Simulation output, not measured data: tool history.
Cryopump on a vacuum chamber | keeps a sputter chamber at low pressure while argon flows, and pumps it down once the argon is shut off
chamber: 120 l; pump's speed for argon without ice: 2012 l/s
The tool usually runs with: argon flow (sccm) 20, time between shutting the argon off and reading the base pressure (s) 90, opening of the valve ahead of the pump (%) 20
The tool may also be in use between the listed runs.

run,hour,argon flow (sccm),time between shutting the argon off and reading the base pressure (s),opening of the valve ahead of the pump (%),pressure while argon flows (Pa),pressure after the wait (uPa)
1,0.0,20,90,20,0.0869,1.19
2,24.0,20,90,48,0.0386,1.20
3,51.5,20,38,20,0.0874,1.97
4,70.3,20,38,20,0.0866,1.99
5,102.2,20,38,20,0.0860,1.97
6,122.0,20,38,20,0.0862,2.02
7,138.4,20,299,20,0.0875,0.92
8,161.5,20,299,20,0.0878,0.93
9,187.4,21,90,17,0.1083,1.38
10,201.2,21,90,17,0.1078,1.36
11,214.9,21,90,17,0.1089,1.39
12,245.3,20,35,32,0.0569,2.28
13,271.1,20,77,24,0.0738,1.52

Forecast each of these 4 alternatives for the next run:
A,295.1,22,90,49,?,?
B,295.1,12,58,47,?,?
C,295.1,24,77,24,?,?
D,295.1,28,139,20,?,?

run,pressure while argon flows (Pa),pressure after the wait (uPa)
A,0.0436,1.43
B,0.0235,1.72
C,0.0883,1.47
D,0.1235,1.26
Take away the tool's hidden state, keep each run's random variation, and the runs would have read:
run,pressure while argon flows (Pa),pressure after the wait (uPa)
A,0.0387,0.70
B,0.0209,0.98
C,0.0831,0.75
D,0.1174,0.53
